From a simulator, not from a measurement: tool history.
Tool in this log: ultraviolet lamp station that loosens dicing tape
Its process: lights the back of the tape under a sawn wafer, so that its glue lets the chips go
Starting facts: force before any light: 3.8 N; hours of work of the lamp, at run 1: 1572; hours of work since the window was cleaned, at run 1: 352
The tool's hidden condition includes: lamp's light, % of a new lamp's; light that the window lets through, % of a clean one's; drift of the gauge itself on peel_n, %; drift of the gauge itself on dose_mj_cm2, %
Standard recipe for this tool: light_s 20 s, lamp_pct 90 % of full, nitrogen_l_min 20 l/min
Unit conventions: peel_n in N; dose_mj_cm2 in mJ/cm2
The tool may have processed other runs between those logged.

run    hour  light_s  lamp_pct  nitrogen_l_min  hours of work of the lamp  hours of work since the window was cleaned  peel_n  dose_mj_cm2
  1     0.0       20        90              20                       1572                                         352   0.599          373
  2    25.8       20        90              20                       1590                                         370   0.633          371
       69.0  -- window cleaned of glue's vapour
  3    73.1       20        90              20                       1623                                           3   0.673          360
  4   107.1       20        90              20                       1647                                          27   0.675          361
  5   135.0       29        90              20                       1667                                          46   0.413          510
  6   163.4       13        90              20                       1687                                          66   1.104          224
      182.3  -- window cleaned of glue's vapour, once more
  7   210.2       13        90              20                       1719                                          20   1.034          248
  8   258.3       13        69              20                       1753                                          53   1.393          187
      293.2  -- lamp changed
  9   303.0       13        69              20                          7                                          84   0.999          263
 10   328.9       12        90              20                         25                                         102   0.773          309
 11   368.1       12        90              20                         53                                         130   0.785          310
 12   401.8       12        90              20                         76                                         154   0.788          306
 13   452.6       12        90              20                        112                                         189   0.810          308
 14   501.9       12        90              20                        147                                         224   0.836          299
 15   538.8       12        90              20                        173                                         250   0.819          296
 16   576.3       12        90              20                        199                                         277   0.850          296
 17   605.8       37        90              20                        220                                         297   0.251          915
 18   659.1       26        79              14                        257                                         335   0.445          552
 19   709.9       12        88               8                        293                                         371   1.336          282
      751.9  -- window cleaned of glue's vapour
 20   754.9       12        88               8                        325                                           2   1.266          290
 21   800.2       12        94               8                        356                                          34   1.144          310
 22   851.4       10        92              10                        392                                          70   1.344          252
 23   906.9       29        92              17                        432                                         109   0.296          716
 24   940.5       29        92              17                        455                                         133   0.294          706
 25   989.5       16        92              17                        490                                         167   0.641          388
 26  1026.5       16        92              17                        516                                         193   0.659          384
 27  1069.3       16        92              17                        546                                         223   0.663          376
 28  1094.9       28        84              14                        564                                         241   0.377          605
 29  1152.1       28        84              14                        604                                         282   0.392          594
 30  1192.6       20        69              20                        633                                         310   0.699          350
 31  1233.2       20        69              20                        661                                         339   0.683          348
 32  1290.5       22        67              11                        702                                         379   0.867          361
     1321.9  -- window cleaned of glue's vapour
 33  1333.9       22        67              11                        732                                           8   0.777          388

Hidden condition of the tool, last listed run before each entry between runs versus first listed run after:
Between runs 2 and 3: window cleaned of glue's vapour (hour 69.0)
  lamp's light, % of a new lamp's: 73.9 -> 73.4; light that the window lets through, % of a clean one's: 94.2 -> 91
  the result without the hidden state subtracted from the measured one, peel_n: +0.240 -> +0.278 N; dose_mj_cm2: -162 -> -177 mJ/cm2
Between runs 6 and 7: window cleaned of glue's vapour, once more (hour 182.3)
  lamp's light, % of a new lamp's: 72.4 -> 71.9; light that the window lets through, % of a clean one's: 90.1 -> 99.3
  the result without the hidden state subtracted from the measured one, peel_n: +0.450 -> +0.358 N; dose_mj_cm2: -121 -> -99 mJ/cm2
Between runs 8 and 9: lamp changed (hour 293.2)
  lamp's light, % of a new lamp's: 71.3 -> 99.2; light that the window lets through, % of a clean one's: 98.9 -> 98.4
  the result without the hidden state subtracted from the measured one, peel_n: +0.434 -> +0.029 N; dose_mj_cm2: -79 -> -7 mJ/cm2
Between runs 19 and 20: window cleaned of glue's vapour (hour 751.9)
  lamp's light, % of a new lamp's: 94.6 -> 94.2; light that the window lets through, % of a clean one's: 94.2 -> 99
  the result without the hidden state subtracted from the measured one, peel_n: +0.150 -> +0.089 N; dose_mj_cm2: -34 -> -21 mJ/cm2
Between runs 32 and 33: window cleaned of glue's vapour (hour 1321.9)
  lamp's light, % of a new lamp's: 88.1 -> 87.7; light that the window lets through, % of a clean one's: 93.4 -> 99.6
  the result without the hidden state subtracted from the measured one, peel_n: +0.196 -> +0.126 N; dose_mj_cm2: -78 -> -56 mJ/cm2
